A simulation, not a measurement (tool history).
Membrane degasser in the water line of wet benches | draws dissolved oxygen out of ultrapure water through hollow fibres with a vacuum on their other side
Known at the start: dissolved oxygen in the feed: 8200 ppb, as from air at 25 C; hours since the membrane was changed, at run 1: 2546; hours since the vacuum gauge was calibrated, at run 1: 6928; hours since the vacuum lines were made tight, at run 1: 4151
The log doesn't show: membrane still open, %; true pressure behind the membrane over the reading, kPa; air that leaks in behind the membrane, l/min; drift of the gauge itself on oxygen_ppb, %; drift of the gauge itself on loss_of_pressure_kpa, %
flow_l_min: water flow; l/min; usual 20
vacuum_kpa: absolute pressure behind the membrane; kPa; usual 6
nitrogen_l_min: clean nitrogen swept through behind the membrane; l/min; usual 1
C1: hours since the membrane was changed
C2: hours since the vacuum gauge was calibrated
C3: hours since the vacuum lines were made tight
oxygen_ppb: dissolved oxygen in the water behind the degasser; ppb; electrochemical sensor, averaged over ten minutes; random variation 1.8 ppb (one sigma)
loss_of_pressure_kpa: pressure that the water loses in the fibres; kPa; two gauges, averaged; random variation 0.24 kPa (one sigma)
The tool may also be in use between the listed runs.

{"run": 1, "hour": 0.0, "flow_l_min": 20, "vacuum_kpa": 6, "nitrogen_l_min": 1, "C1": 2546, "C2": 6928, "C3": 4151, "oxygen_ppb": 174.1, "loss_of_pressure_kpa": 60.22}
{"run": 2, "hour": 88.6, "flow_l_min": 20, "vacuum_kpa": 6, "nitrogen_l_min": 1, "C1": 2635, "C2": 7017, "C3": 4240, "oxygen_ppb": 176.5, "loss_of_pressure_kpa": 60.94}
{"run": 3, "hour": 156.8, "flow_l_min": 20, "vacuum_kpa": 6, "nitrogen_l_min": 1, "C1": 2703, "C2": 7085, "C3": 4308, "oxygen_ppb": 173.4, "loss_of_pressure_kpa": 60.42}
{"run": 4, "hour": 257.2, "flow_l_min": 20, "vacuum_kpa": 6, "nitrogen_l_min": 1, "C1": 2803, "C2": 7185, "C3": 4408, "oxygen_ppb": 173.3, "loss_of_pressure_kpa": 60.48}
{"run": 5, "hour": 362.5, "flow_l_min": 24, "vacuum_kpa": 6, "nitrogen_l_min": 1, "C1": 2908, "C2": 7291, "C3": 4513, "oxygen_ppb": 231.8, "loss_of_pressure_kpa": 72.53}
{"hour": 409.4, "done": "vacuum gauge calibrated"}
{"run": 6, "hour": 459.5, "flow_l_min": 20, "vacuum_kpa": 9.59, "nitrogen_l_min": 1, "C1": 3005, "C2": 50, "C3": 4610, "oxygen_ppb": 323.1, "loss_of_pressure_kpa": 60.79}
{"run": 7, "hour": 547.4, "flow_l_min": 20, "vacuum_kpa": 9.59, "nitrogen_l_min": 1, "C1": 3093, "C2": 138, "C3": 4698, "oxygen_ppb": 325.9, "loss_of_pressure_kpa": 60.88}
{"run": 8, "hour": 639.5, "flow_l_min": 20, "vacuum_kpa": 9.59, "nitrogen_l_min": 1, "C1": 3185, "C2": 230, "C3": 4790, "oxygen_ppb": 327.2, "loss_of_pressure_kpa": 61.06}
{"run": 9, "hour": 694.4, "flow_l_min": 20, "vacuum_kpa": 9.17, "nitrogen_l_min": 1, "C1": 3240, "C2": 285, "C3": 4845, "oxygen_ppb": 313.3, "loss_of_pressure_kpa": 60.93}
{"run": 10, "hour": 738.6, "flow_l_min": 20, "vacuum_kpa": 6, "nitrogen_l_min": 1, "C1": 3284, "C2": 329, "C3": 4889, "oxygen_ppb": 171.6, "loss_of_pressure_kpa": 61.34}
{"run": 11, "hour": 791.5, "flow_l_min": 20, "vacuum_kpa": 6, "nitrogen_l_min": 1, "C1": 3337, "C2": 382, "C3": 4942, "oxygen_ppb": 175.3, "loss_of_pressure_kpa": 60.86}
{"run": 12, "hour": 864.2, "flow_l_min": 27, "vacuum_kpa": 11.6, "nitrogen_l_min": 0.79, "C1": 3410, "C2": 455, "C3": 5015, "oxygen_ppb": 684, "loss_of_pressure_kpa": 83.05}
{"run": 13, "hour": 958.7, "flow_l_min": 13, "vacuum_kpa": 6.51, "nitrogen_l_min": 0.79, "C1": 3504, "C2": 549, "C3": 5109, "oxygen_ppb": 135.1, "loss_of_pressure_kpa": 39.95}
{"run": 14, "hour": 1052.0, "flow_l_min": 20, "vacuum_kpa": 8.4, "nitrogen_l_min": 0.79, "C1": 3598, "C2": 643, "C3": 5203, "oxygen_ppb": 324.5, "loss_of_pressure_kpa": 61.84}
{"run": 15, "hour": 1144.0, "flow_l_min": 19, "vacuum_kpa": 8.4, "nitrogen_l_min": 0.9, "C1": 3689, "C2": 735, "C3": 5294, "oxygen_ppb": 279.7, "loss_of_pressure_kpa": 58.4}
{"run": 16, "hour": 1226.8, "flow_l_min": 31, "vacuum_kpa": 5.08, "nitrogen_l_min": 0.9, "C1": 3772, "C2": 817, "C3": 5377, "oxygen_ppb": 291, "loss_of_pressure_kpa": 95.01}
{"run": 17, "hour": 1284.2, "flow_l_min": 25, "vacuum_kpa": 5.08, "nitrogen_l_min": 1.98, "C1": 3830, "C2": 875, "C3": 5435, "oxygen_ppb": 151.6, "loss_of_pressure_kpa": 77.21}
{"run": 18, "hour": 1379.1, "flow_l_min": 20, "vacuum_kpa": 5.17, "nitrogen_l_min": 0.78, "C1": 3925, "C2": 970, "C3": 5530, "oxygen_ppb": 158.4, "loss_of_pressure_kpa": 61.6}
{"run": 19, "hour": 1428.1, "flow_l_min": 22, "vacuum_kpa": 4.36, "nitrogen_l_min": 1.45, "C1": 3974, "C2": 1019, "C3": 5579, "oxygen_ppb": 107.3, "loss_of_pressure_kpa": 67.67}

4 ways to go on from here, each from the tool as it stands after run 19. What would each give?
{"run": "A", "hour": 1506.0, "flow_l_min": 29, "vacuum_kpa": 4, "nitrogen_l_min": 1, "C1": 4051, "C2": 1097, "C3": 5656, "oxygen_ppb": "?", "loss_of_pressure_kpa": "?"}
{"run": "B", "hour": 1506.0, "flow_l_min": 23, "vacuum_kpa": 6, "nitrogen_l_min": 0.48, "C1": 4051, "C2": 1097, "C3": 5656, "oxygen_ppb": "?", "loss_of_pressure_kpa": "?"}
{"run": "C", "hour": 1506.0, "flow_l_min": 14, "vacuum_kpa": 6.45, "nitrogen_l_min": 1, "C1": 4051, "C2": 1097, "C3": 5656, "oxygen_ppb": "?", "loss_of_pressure_kpa": "?"}
{"run": "D", "hour": 1506.0, "flow_l_min": 20, "vacuum_kpa": 4.36, "nitrogen_l_min": 1.45, "C1": 4051, "C2": 1097, "C3": 5656, "oxygen_ppb": "?", "loss_of_pressure_kpa": "?"}

run=A oxygen_ppb=188.5 loss_of_pressure_kpa=89.66
run=B oxygen_ppb=323.4 loss_of_pressure_kpa=71.2
run=C oxygen_ppb=117.3 loss_of_pressure_kpa=43.03
run=D oxygen_ppb=88.9 loss_of_pressure_kpa=62.04
Without the tool's hidden state the same runs would have given:
run=A oxygen_ppb=188.4 loss_of_pressure_kpa=87.9
run=B oxygen_ppb=323.3 loss_of_pressure_kpa=69.8
run=C oxygen_ppb=117.2 loss_of_pressure_kpa=42.19
run=D oxygen_ppb=88.9 loss_of_pressure_kpa=60.84
